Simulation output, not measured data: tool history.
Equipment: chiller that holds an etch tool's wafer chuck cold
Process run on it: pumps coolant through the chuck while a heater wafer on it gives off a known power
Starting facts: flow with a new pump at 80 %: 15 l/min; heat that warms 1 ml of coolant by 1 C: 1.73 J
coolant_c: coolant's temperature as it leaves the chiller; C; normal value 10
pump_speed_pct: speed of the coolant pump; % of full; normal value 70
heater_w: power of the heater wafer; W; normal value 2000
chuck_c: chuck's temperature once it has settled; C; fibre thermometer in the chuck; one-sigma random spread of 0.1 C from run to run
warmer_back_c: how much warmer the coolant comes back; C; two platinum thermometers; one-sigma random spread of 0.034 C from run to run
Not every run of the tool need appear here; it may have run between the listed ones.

| run | hour | coolant_c | pump_speed_pct | heater_w | chuck_c | warmer_back_c |
|---|---|---|---|---|---|---|
| 1 | 0.0 | 10 | 70 | 2000 | 33.8 | 5.60 |
| 2 | 55.8 | 10 | 70 | 2000 | 33.7 | 5.75 |
| 3 | 88.4 | 13 | 70 | 2000 | 36.8 | 5.67 |
| 4 | 140.5 | 10 | 83 | 2000 | 31.9 | 4.84 |
| 5 | 189.7 | 10 | 70 | 1430 | 27.2 | 4.08 |
| 6 | 225.5 | 10 | 70 | 1430 | 27.4 | 4.13 |
| 7 | 279.2 | 7 | 70 | 2000 | 31.3 | 5.89 |
| 8 | 311.0 | 15 | 96 | 2969 | 45.2 | 6.26 |
| 9 | 364.6 | 10 | 68 | 1462 | 28.2 | 4.36 |
| 10 | 404.4 | 3 | 78 | 1462 | 20.0 | 3.89 |
| 11 | 459.2 | 16 | 66 | 2975 | 53.1 | 9.24 |

Not shown: 1 entry that the log had between the listed runs. Between which runs, and how does the tool's hidden state differ before and after?
Logged between run 5 and run 6: coolant pump overhauled (hour 198.1)
  heat passed by the chuck's channels, % of clean ones': 94.9 -> 94.8; flow at a given pump speed, % of a new pump's: 92.8 -> 90.9; coolant's true temperature over the reading, C: 0.5 -> 0.51
  the result without the hidden state subtracted from the measured one, chuck_c: +1.8 -> +2.1 C; warmer_back_c: +0.29 -> +0.38 C
